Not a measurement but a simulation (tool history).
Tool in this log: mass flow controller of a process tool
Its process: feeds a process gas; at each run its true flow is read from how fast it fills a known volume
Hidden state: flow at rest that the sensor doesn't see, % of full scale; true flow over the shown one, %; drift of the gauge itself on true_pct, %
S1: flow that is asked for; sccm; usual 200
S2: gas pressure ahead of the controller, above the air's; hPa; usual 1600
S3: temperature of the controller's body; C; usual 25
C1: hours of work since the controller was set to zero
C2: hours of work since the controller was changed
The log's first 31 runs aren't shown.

run 32 hour=4471.6 | S1=384 S2=1600 S3=28 | C1=799 C2=2139 | true_flow_(%)=98.27
run 33 hour=4562 | S1=384 S2=1600 S3=28 | C1=830 C2=2170 | true_flow_(%)=98.19
run 34 hour=4757.8 | S1=59 S2=2160 S3=30 | C1=897 C2=2238 | true_flow_(%)=94.98
run 35 hour=4915.1 | S1=254 S2=2160 S3=21 | C1=952 C2=2292 | true_flow_(%)=97.05
run 36 hour=5084.5 | S1=83 S2=2550 S3=31 | C1=1010 C2=2350 | true_flow_(%)=95.74
run 37 hour=5243.9 | S1=83 S2=2550 S3=31 | C1=1065 C2=2405 | true_flow_(%)=95.52
run 38 hour=5378.6 | S1=79 S2=1580 S3=25 | C1=1112 C2=2452 | true_flow_(%)=94.77
run 39 hour=5514.8 | S1=115 S2=1580 S3=36 | C1=1159 C2=2499 | true_flow_(%)=96.21

What if the next run were any one of these 4? Each begins from the tool's condition after run 39:
run A hour=5601.5 | S1=147 S2=2100 S3=22 | C1=1189 C2=2529 | true_flow_(%)=?
run B hour=5601.5 | S1=66 S2=1600 S3=25 | C1=1189 C2=2529 | true_flow_(%)=?
run C hour=5601.5 | S1=227 S2=2080 S3=36 | C1=1189 C2=2529 | true_flow_(%)=?
run D hour=5601.5 | S1=98 S2=1600 S3=24 | C1=1189 C2=2529 | true_flow_(%)=?

run=A true_flow_(%)=95.93
run=B true_flow_(%)=94.41
run=C true_flow_(%)=97.46
run=D true_flow_(%)=95.13
The same runs, with their run-to-run variation unchanged, on a tool lacking any hidden condition would have given:
run=A true_flow_(%)=97.93
run=B true_flow_(%)=97.49
run=C true_flow_(%)=99.15
run=D true_flow_(%)=97.57
